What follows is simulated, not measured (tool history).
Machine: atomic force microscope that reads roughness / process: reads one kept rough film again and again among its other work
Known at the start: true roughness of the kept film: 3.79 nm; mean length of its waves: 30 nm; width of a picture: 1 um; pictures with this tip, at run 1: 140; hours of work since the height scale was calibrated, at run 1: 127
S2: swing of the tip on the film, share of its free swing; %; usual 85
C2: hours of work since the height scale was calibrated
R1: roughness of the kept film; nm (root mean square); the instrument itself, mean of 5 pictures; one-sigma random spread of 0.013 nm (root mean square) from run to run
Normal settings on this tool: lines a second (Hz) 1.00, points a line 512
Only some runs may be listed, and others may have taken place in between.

Run 1, hour 0.0: usual settings; pictures with this tip 140; C2 127. Result: R1 2.358 nm (root mean square).
At hour 5.9: new tip fitted.
Run 2, hour 6.0: usual settings; pictures with this tip 0; C2 130. Result: R1 3.082 nm (root mean square).
Run 3, hour 14.2: usual settings; pictures with this tip 8; C2 134. Result: R1 3.052 nm (root mean square).
Run 4, hour 22.4: usual settings; pictures with this tip 16; C2 138. Result: R1 3.010 nm (root mean square).
Run 5, hour 28.7: usual settings; pictures with this tip 23; C2 141. Result: R1 2.959 nm (root mean square).
Run 6, hour 33.9: usual settings; pictures with this tip 28; C2 144. Result: R1 2.914 nm (root mean square).
Run 7, hour 40.1: usual settings; pictures with this tip 34; C2 147. Result: R1 2.898 nm (root mean square).
Run 8, hour 44.1: usual settings; pictures with this tip 38; C2 149. Result: R1 2.854 nm (root mean square).
Run 9, hour 49.3: usual settings; pictures with this tip 43; C2 152. Result: R1 2.845 nm (root mean square).
Run 10, hour 56.4: usual settings; pictures with this tip 50; C2 155. Result: R1 2.823 nm (root mean square).
Run 11, hour 65.3: usual settings; pictures with this tip 58; C2 159. Result: R1 2.748 nm (root mean square).
Run 12, hour 74.3: usual settings but points a line 447; pictures with this tip 67; C2 164. Result: R1 2.712 nm (root mean square).
Run 13, hour 82.5: usual settings but points a line 447; pictures with this tip 75; C2 168. Result: R1 2.664 nm (root mean square).
Run 14, hour 89.8: usual settings but lines a second (Hz) 0.67; pictures with this tip 82; C2 172. Result: R1 2.686 nm (root mean square).
Run 15, hour 96.9: usual settings; pictures with this tip 89; C2 175. Result: R1 2.602 nm (root mean square).
Run 16, hour 101.4: usual settings; pictures with this tip 94; C2 177. Result: R1 2.576 nm (root mean square).
Run 17, hour 110.1: usual settings; pictures with this tip 102; C2 182. Result: R1 2.559 nm (root mean square).
Run 18, hour 115.0: usual settings but points a line 270; pictures with this tip 107; C2 184. Result: R1 2.512 nm (root mean square).
Run 19, hour 120.6: usual settings but points a line 868; pictures with this tip 112; C2 187. Result: R1 2.526 nm (root mean square).
Run 20, hour 129.5: usual settings but points a line 868; pictures with this tip 121; C2 191. Result: R1 2.460 nm (root mean square).
Run 21, hour 137.0: usual settings; pictures with this tip 128; C2 195. Result: R1 2.467 nm (root mean square).
Run 22, hour 145.1: usual settings but lines a second (Hz) 2.59; pictures with this tip 136; C2 199. Result: R1 2.315 nm (root mean square).
At hour 154.1: new tip fitted.
Run 23, hour 154.5: usual settings; pictures with this tip 0; C2 203. Result: R1 3.119 nm (root mean square).
At hour 155.9: height scale calibrated on a step standard.
Run 24, hour 163.0: usual settings; pictures with this tip 7; C2 3. Result: R1 3.081 nm (root mean square).
Run 25, hour 171.6: usual settings; pictures with this tip 16; C2 8. Result: R1 3.010 nm (root mean square).
Run 26, hour 175.2: usual settings; pictures with this tip 19; C2 10. Result: R1 3.012 nm (root mean square).
Run 27, hour 181.0: usual settings but S2 61 %; pictures with this tip 25; C2 12. Result: R1 3.028 nm (root mean square).
At hour 185.6: height scale calibrated on a step standard, once more.
Run 28, hour 188.9: usual settings but S2 64 %; pictures with this tip 32; C2 2. Result: R1 2.963 nm (root mean square).
Run 29, hour 193.0: usual settings but S2 64 %; pictures with this tip 36; C2 4. Result: R1 2.961 nm (root mean square).
Run 30, hour 199.1: usual settings but lines a second (Hz) 3.41, S2 64 %; pictures with this tip 42; C2 7. Result: R1 2.839 nm (root mean square).
Run 31, hour 206.4: usual settings but lines a second (Hz) 3.41, S2 64 %; pictures with this tip 49; C2 10. Result: R1 2.799 nm (root mean square).
Run 32, hour 213.0: usual settings but lines a second (Hz) 1.89, S2 62 %, points a line 496; pictures with this tip 55; C2 14. Result: R1 2.821 nm (root mean square).
Run 33, hour 218.5: usual settings but lines a second (Hz) 0.72, S2 62 %, points a line 680; pictures with this tip 61; C2 16. Result: R1 2.806 nm (root mean square).
Run 34, hour 224.6: usual settings but lines a second (Hz) 0.72, S2 62 %, points a line 455; pictures with this tip 67; C2 19. Result: R1 2.788 nm (root mean square).
Run 35, hour 232.1: usual settings but lines a second (Hz) 0.72, S2 62 %, points a line 455; pictures with this tip 74; C2 23. Result: R1 2.780 nm (root mean square).
Run 36, hour 237.1: usual settings but lines a second (Hz) 0.72, S2 62 %, points a line 455; pictures with this tip 79; C2 25. Result: R1 2.722 nm (root mean square).
Run 37, hour 241.5: usual settings but S2 72 %; pictures with this tip 83; C2 28. Result: R1 2.695 nm (root mean square).
Run 38, hour 247.7: usual settings but S2 72 %; pictures with this tip 89; C2 31. Result: R1 2.638 nm (root mean square).
Run 39, hour 253.7: usual settings but lines a second (Hz) 0.94, S2 76 %, points a line 451; pictures with this tip 95; C2 34. Result: R1 2.589 nm (root mean square).
Run 40, hour 259.0: usual settings but S2 71 %, points a line 294; pictures with this tip 100; C2 36. Result: R1 2.592 nm (root mean square).
Run 41, hour 264.6: usual settings but lines a second (Hz) 0.63, S2 60 %, points a line 589; pictures with this tip 106; C2 39. Result: R1 2.599 nm (root mean square).
Run 42, hour 270.2: usual settings but lines a second (Hz) 0.93, S2 81 %, points a line 389; pictures with this tip 111; C2 42. Result: R1 2.550 nm (root mean square).
Run 43, hour 274.5: usual settings but lines a second (Hz) 1.30, points a line 442; pictures with this tip 115; C2 44. Result: R1 2.470 nm (root mean square).
Run 44, hour 282.4: usual settings but lines a second (Hz) 1.30, points a line 442; pictures with this tip 123; C2 48. Result: R1 2.446 nm (root mean square).
Run 45, hour 286.5: usual settings but lines a second (Hz) 1.30, points a line 442; pictures with this tip 127; C2 50. Result: R1 2.433 nm (root mean square).
Run 46, hour 291.3: usual settings but lines a second (Hz) 1.25, S2 61 %, points a line 909; pictures with this tip 132; C2 52. Result: R1 2.498 nm (root mean square).
Run 47, hour 299.1: usual settings but lines a second (Hz) 1.25, S2 61 %, points a line 909; pictures with this tip 139; C2 56. Result: R1 2.469 nm (root mean square).

For run 48, what comes out?
At hour 304.8: new tip fitted.
Run 48, hour 306.6: usual settings but S2 77 %; pictures with this tip 1; C2 59. Result: R1 ?.

{"run 48": {"R1": 3.122}}
With no hidden state in the tool, this same run would have given R1 3.162 nm (root mean square).

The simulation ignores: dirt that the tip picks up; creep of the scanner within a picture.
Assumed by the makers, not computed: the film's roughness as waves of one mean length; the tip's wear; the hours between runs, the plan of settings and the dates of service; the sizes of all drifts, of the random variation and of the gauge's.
